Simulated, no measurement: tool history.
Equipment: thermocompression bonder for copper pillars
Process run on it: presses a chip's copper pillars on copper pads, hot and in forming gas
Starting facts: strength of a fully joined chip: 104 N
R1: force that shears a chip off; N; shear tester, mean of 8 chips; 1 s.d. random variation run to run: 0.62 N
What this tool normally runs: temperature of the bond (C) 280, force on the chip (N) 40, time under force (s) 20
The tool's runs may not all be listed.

run 1 hour=0 | temperature_of_the_bond_(C)=280 force_on_the_chip_(N)=40 time_under_force_(s)=20 | R1=44.8
run 2 hour=29.1 | temperature_of_the_bond_(C)=280 force_on_the_chip_(N)=40 time_under_force_(s)=20 | R1=44
run 3 hour=52 | temperature_of_the_bond_(C)=280 force_on_the_chip_(N)=40 time_under_force_(s)=20 | R1=44.5
run 4 hour=73.4 | temperature_of_the_bond_(C)=280 force_on_the_chip_(N)=40 time_under_force_(s)=20 | R1=44.5
run 5 hour=95.6 | temperature_of_the_bond_(C)=280 force_on_the_chip_(N)=40 time_under_force_(s)=20 | R1=44.1
run 6 hour=116.5 | temperature_of_the_bond_(C)=280 force_on_the_chip_(N)=40 time_under_force_(s)=51 | R1=59
run 7 hour=139.5 | temperature_of_the_bond_(C)=280 force_on_the_chip_(N)=40 time_under_force_(s)=51 | R1=59.7
run 8 hour=165.2 | temperature_of_the_bond_(C)=286 force_on_the_chip_(N)=40 time_under_force_(s)=20 | R1=47.8
run 9 hour=200.1 | temperature_of_the_bond_(C)=286 force_on_the_chip_(N)=53 time_under_force_(s)=20 | R1=55.1
run 10 hour=229.4 | temperature_of_the_bond_(C)=281 force_on_the_chip_(N)=40 time_under_force_(s)=20 | R1=43.3
run 11 hour=257.1 | temperature_of_the_bond_(C)=281 force_on_the_chip_(N)=40 time_under_force_(s)=20 | R1=44.3
run 12 hour=289.6 | temperature_of_the_bond_(C)=281 force_on_the_chip_(N)=40 time_under_force_(s)=20 | R1=43.9
run 13 hour=316.6 | temperature_of_the_bond_(C)=281 force_on_the_chip_(N)=40 time_under_force_(s)=20 | R1=43.2
run 14 hour=337 | temperature_of_the_bond_(C)=281 force_on_the_chip_(N)=40 time_under_force_(s)=20 | R1=43.6
-- hour=358.7 forming gas filter changed
run 15 hour=371.7 | temperature_of_the_bond_(C)=281 force_on_the_chip_(N)=40 time_under_force_(s)=20 | R1=50
run 16 hour=395.9 | temperature_of_the_bond_(C)=281 force_on_the_chip_(N)=40 time_under_force_(s)=20 | R1=48.5
run 17 hour=424.2 | temperature_of_the_bond_(C)=281 force_on_the_chip_(N)=40 time_under_force_(s)=20 | R1=47.7
run 18 hour=458.5 | temperature_of_the_bond_(C)=281 force_on_the_chip_(N)=40 time_under_force_(s)=20 | R1=49.5
run 19 hour=486.1 | temperature_of_the_bond_(C)=280 force_on_the_chip_(N)=41 time_under_force_(s)=20 | R1=47.9
run 20 hour=520.5 | temperature_of_the_bond_(C)=280 force_on_the_chip_(N)=41 time_under_force_(s)=20 | R1=49.6
run 21 hour=538.5 | temperature_of_the_bond_(C)=298 force_on_the_chip_(N)=41 time_under_force_(s)=42 | R1=73.3
run 22 hour=559.2 | temperature_of_the_bond_(C)=298 force_on_the_chip_(N)=40 time_under_force_(s)=42 | R1=72.3
run 23 hour=578.1 | temperature_of_the_bond_(C)=298 force_on_the_chip_(N)=40 time_under_force_(s)=42 | R1=72.6
run 24 hour=607.1 | temperature_of_the_bond_(C)=298 force_on_the_chip_(N)=40 time_under_force_(s)=42 | R1=72.9
run 25 hour=624.4 | temperature_of_the_bond_(C)=306 force_on_the_chip_(N)=40 time_under_force_(s)=20 | R1=63.8
run 26 hour=649.5 | temperature_of_the_bond_(C)=252 force_on_the_chip_(N)=25 time_under_force_(s)=19 | R1=21.3
run 27 hour=678.1 | temperature_of_the_bond_(C)=252 force_on_the_chip_(N)=25 time_under_force_(s)=19 | R1=21.9
run 28 hour=705.4 | temperature_of_the_bond_(C)=295 force_on_the_chip_(N)=33 time_under_force_(s)=37 | R1=63
run 29 hour=728 | temperature_of_the_bond_(C)=295 force_on_the_chip_(N)=33 time_under_force_(s)=37 | R1=62.7
run 30 hour=761.2 | temperature_of_the_bond_(C)=280 force_on_the_chip_(N)=31 time_under_force_(s)=20 | R1=41.6
run 31 hour=776.8 | temperature_of_the_bond_(C)=280 force_on_the_chip_(N)=31 time_under_force_(s)=20 | R1=40.8
run 32 hour=796.1 | temperature_of_the_bond_(C)=280 force_on_the_chip_(N)=31 time_under_force_(s)=20 | R1=40.4
-- hour=806 heater calibrated with a thermocouple chip
run 33 hour=822.7 | temperature_of_the_bond_(C)=255 force_on_the_chip_(N)=49 time_under_force_(s)=20 | R1=32.3
run 34 hour=848.7 | temperature_of_the_bond_(C)=255 force_on_the_chip_(N)=49 time_under_force_(s)=20 | R1=32.2
run 35 hour=871.3 | temperature_of_the_bond_(C)=255 force_on_the_chip_(N)=49 time_under_force_(s)=20 | R1=31.2
run 36 hour=887.2 | temperature_of_the_bond_(C)=280 force_on_the_chip_(N)=40 time_under_force_(s)=20 | R1=42.1
run 37 hour=913.1 | temperature_of_the_bond_(C)=284 force_on_the_chip_(N)=57 time_under_force_(s)=20 | R1=54.1
run 38 hour=935.3 | temperature_of_the_bond_(C)=299 force_on_the_chip_(N)=40 time_under_force_(s)=43 | R1=67.8
run 39 hour=962.7 | temperature_of_the_bond_(C)=299 force_on_the_chip_(N)=40 time_under_force_(s)=43 | R1=66.9
run 40 hour=997.1 | temperature_of_the_bond_(C)=295 force_on_the_chip_(N)=40 time_under_force_(s)=20 | R1=52.3

Alternative continuations, all from the tool just after run 40; predict every row:
run A hour=1023.7 | temperature_of_the_bond_(C)=284 force_on_the_chip_(N)=40 time_under_force_(s)=20 | R1=?
run B hour=1023.7 | temperature_of_the_bond_(C)=296 force_on_the_chip_(N)=40 time_under_force_(s)=14 | R1=?
run C hour=1023.7 | temperature_of_the_bond_(C)=280 force_on_the_chip_(N)=49 time_under_force_(s)=16 | R1=?
run D hour=1023.7 | temperature_of_the_bond_(C)=295 force_on_the_chip_(N)=40 time_under_force_(s)=20 | R1=?

run=A R1=44.5
run=B R1=47.8
run=C R1=44
run=D R1=52.3
Without the tool's unlogged condition, the same runs would have read:
run=A R1=48.4
run=B R1=52
run=C R1=47.8
run=D R1=56.9
